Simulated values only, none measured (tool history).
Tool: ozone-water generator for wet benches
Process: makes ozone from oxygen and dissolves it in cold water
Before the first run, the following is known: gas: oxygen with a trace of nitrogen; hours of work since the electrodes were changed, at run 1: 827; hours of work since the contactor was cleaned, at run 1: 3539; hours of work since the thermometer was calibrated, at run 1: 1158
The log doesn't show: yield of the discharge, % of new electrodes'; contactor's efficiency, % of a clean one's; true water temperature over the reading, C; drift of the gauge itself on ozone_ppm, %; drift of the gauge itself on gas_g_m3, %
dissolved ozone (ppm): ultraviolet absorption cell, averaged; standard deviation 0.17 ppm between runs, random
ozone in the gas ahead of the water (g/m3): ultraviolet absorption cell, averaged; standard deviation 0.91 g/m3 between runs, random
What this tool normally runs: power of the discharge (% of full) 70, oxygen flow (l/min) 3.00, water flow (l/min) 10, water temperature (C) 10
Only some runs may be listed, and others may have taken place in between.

run     day  power of the discharge (% of full)  oxygen flow (l/min)  water flow (l/min)  water temperature (C)  hours of work since the electrodes were changed  hours of work since the contactor was cleaned  hours of work since the thermometer was calibrated  dissolved ozone (ppm)  ozone in the gas ahead of the water (g/m3)
  1   0.000                                  70                 3.00                  10                     10                                              827                                           3539                                                1158                   22.6                                       153.7
  2   1.275                                  45                 3.00                  10                     10                                              849                                           3562                                                1180                   17.3                                       116.0
  3   2.442                                  45                 3.00                  10                     10                                              870                                           3582                                                1201                   17.3                                       116.6
  4   3.188                                  45                 3.00                  10                     10                                              883                                           3596                                                1214                   17.3                                       116.4
  5   4.421                                  45                 3.00                  10                     10                                              905                                           3617                                                1236                   17.4                                       117.4
  6   5.679                                  70                 3.00                  10                     10                                              927                                           3639                                                1258                   22.5                                       153.9
  7   6.821                                  70                 1.69                  10                     10                                              947                                           3659                                                1278                   18.5                                       184.3
  8   8.050                                  54                 3.00                  10                     10                                              968                                           3681                                                1300                   19.1                                       131.8
  9   9.250                                  70                 3.00                  12                     10                                              990                                           3702                                                1321                   19.4                                       152.4
 10  10.142                                  70                 3.00                  10                     10                                             1005                                           3718                                                1337                   22.6                                       154.5
 11  10.979                                  70                 3.00                  10                     10                                             1020                                           3733                                                1351                   22.5                                       154.8
 12  11.708                                  70                 3.00                  10                     10                                             1033                                           3746                                                1364                   22.8                                       154.5
 13  12.458                                  70                 3.00                  10                     10                                             1046                                           3759                                                1377                   22.7                                       154.2
 14  12.979                                  70                 3.00                  10                     10                                             1055                                           3768                                                1386                   22.3                                       155.7
 15  14.112                                  70                 3.00                  10                     10                                             1075                                           3788                                                1406                   22.6                                       155.6
 16  14.704                                  51                 3.00                  10                     10                                             1086                                           3798                                                1417                   18.8                                       127.6
 17  15.833                                  51                 3.00                  10                     10                                             1105                                           3818                                                1437                   18.7                                       128.1
 18  16.988                                  70                 2.21                  15                     10                                             1126                                           3838                                                1457                   13.8                                       170.0
 19  18.083                                  70                 2.21                  15                     10                                             1145                                           3858                                                1476                   13.8                                       170.5
 20  18.671                                  70                 1.82                  10                     16                                             1155                                           3868                                                1487                   17.8                                       183.1
 21  19.692                                  41                 1.51                  15                      6                                             1173                                           3886                                                1505                    8.6                                       140.4
 22  20.529                                  58                 1.51                  15                      6                                             1188                                           3901                                                1519                   10.6                                       171.8
 23  21.608                                  45                 2.60                   9                     15                                             1207                                           3920                                                1538                   16.9                                       125.3
 24  22.175                                  45                 4.80                   9                      6                                             1217                                           3930                                                1548                   21.9                                       103.7
 25  23.092                                  45                 4.80                   9                      6                                             1233                                           3946                                                1564                   22.0                                       103.3
 26  24.129                                  66                 2.39                   8                     10                                             1251                                           3964                                                1583                   24.8                                       161.4
 27  25.275                                  66                 2.39                   8                     10                                             1272                                           3984                                                1603                   24.1                                       162.0
 28  25.812                                  66                 2.39                   8                     10                                             1281                                           3994                                                1612                   24.3                                       164.8
     26.058  -- gauge calibrated
 29  26.996                                  55                 2.39                   8                     10                                             1302                                           4015                                                1633                   22.1                                       142.1
 30  27.662                                  55                 2.39                   8                     10                                             1314                                           4026                                                1645                   21.9                                       142.0
 31  28.704                                  55                 2.39                   8                     18                                             1332                                           4045                                                1663                   19.6                                       141.0
 32  29.275                                  98                 3.00                   6                     10                                             1342                                           4055                                                1673                   39.6                                       187.1
 33  30.333                                  98                 3.00                   6                     10                                             1361                                           4073                                                1692                   39.5                                       187.5
 34  31.500                                  44                 3.00                  10                     11                                             1381                                           4094                                                1712                   16.8                                       115.0

What if the next run were any one of these 3? Each begins from the tool's condition after run 34:
  A  32.171                                  44                 4.69                  10                     18                                             1393                                           4106                                                1724                      ?                                           ?
  B  32.171                                  53                 3.00                  10                     10                                             1393                                           4106                                                1724                      ?                                           ?
  C  32.171                                  44                 3.00                  10                     13                                             1393                                           4106                                                1724                      ?                                           ?

run  dissolved ozone (ppm)  ozone in the gas ahead of the water (g/m3)
  A                   16.4                                        99.7
  B                   19.0                                       130.3
  C                   16.4                                       117.3
Without the tool's hidden state the same runs would have given:
run  dissolved ozone (ppm)  ozone in the gas ahead of the water (g/m3)
  A                   16.4                                        99.0
  B                   19.0                                       129.5
  C                   16.4                                       116.5
